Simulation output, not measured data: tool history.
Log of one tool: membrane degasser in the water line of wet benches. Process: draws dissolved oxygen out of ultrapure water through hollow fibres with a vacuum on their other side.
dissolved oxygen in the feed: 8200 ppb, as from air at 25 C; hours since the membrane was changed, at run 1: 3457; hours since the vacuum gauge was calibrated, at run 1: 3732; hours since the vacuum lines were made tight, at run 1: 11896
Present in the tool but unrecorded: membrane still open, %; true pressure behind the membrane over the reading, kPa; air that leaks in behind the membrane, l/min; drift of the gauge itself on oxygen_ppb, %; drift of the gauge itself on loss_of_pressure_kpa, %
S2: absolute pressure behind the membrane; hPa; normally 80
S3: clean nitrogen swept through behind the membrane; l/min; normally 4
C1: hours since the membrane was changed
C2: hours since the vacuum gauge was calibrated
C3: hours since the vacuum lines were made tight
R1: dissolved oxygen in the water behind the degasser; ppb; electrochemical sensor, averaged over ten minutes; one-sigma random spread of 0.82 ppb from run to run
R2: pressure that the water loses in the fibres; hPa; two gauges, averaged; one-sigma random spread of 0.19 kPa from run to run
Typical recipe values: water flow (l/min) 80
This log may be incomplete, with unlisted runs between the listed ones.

Run 1, day 0: usual settings; C1 3457; C2 3732; C3 11896. Result: R1 210.9 ppb, R2 392.4 hPa.
Run 2, day 8.554: usual settings; C1 3662; C2 3937; C3 12101. Result: R1 211.8 ppb, R2 389.5 hPa.
Run 3, day 15.992: usual settings; C1 3841; C2 4116; C3 12280. Result: R1 211.5 ppb, R2 386.4 hPa.
Run 4, day 21.9: usual settings; C1 3983; C2 4257; C3 12422. Result: R1 212.1 ppb, R2 388.1 hPa.
Run 5, day 27.858: usual settings; C1 4126; C2 4400; C3 12565. Result: R1 212.3 ppb, R2 387.8 hPa.
Run 6, day 35.121: usual settings but S2 52.8 hPa; C1 4300; C2 4575; C3 12739. Result: R1 94.8 ppb, R2 389.7 hPa.
Run 7, day 42.612: usual settings but S2 52.8 hPa; C1 4480; C2 4754; C3 12919. Result: R1 94 ppb, R2 387.9 hPa.
Run 8, day 49.458: usual settings but S2 52.8 hPa; C1 4644; C2 4919; C3 13083. Result: R1 94.5 ppb, R2 385.1 hPa.

Run 9 has not been measured yet. What should we expect?
Run 9, day 53.45: usual settings but water flow (l/min) 81, S2 62 hPa, S3 1.66 l/min; C1 4740; C2 5015; C3 13179. Result: R1 ?, R2 ?.

{"run 9": {"R1": 277.9, "R2": 390.1}}
Take away the tool's hidden state, keep the run-to-run variation as it was, and the same run would have given R1 277.6 ppb, R2 392.1 hPa.
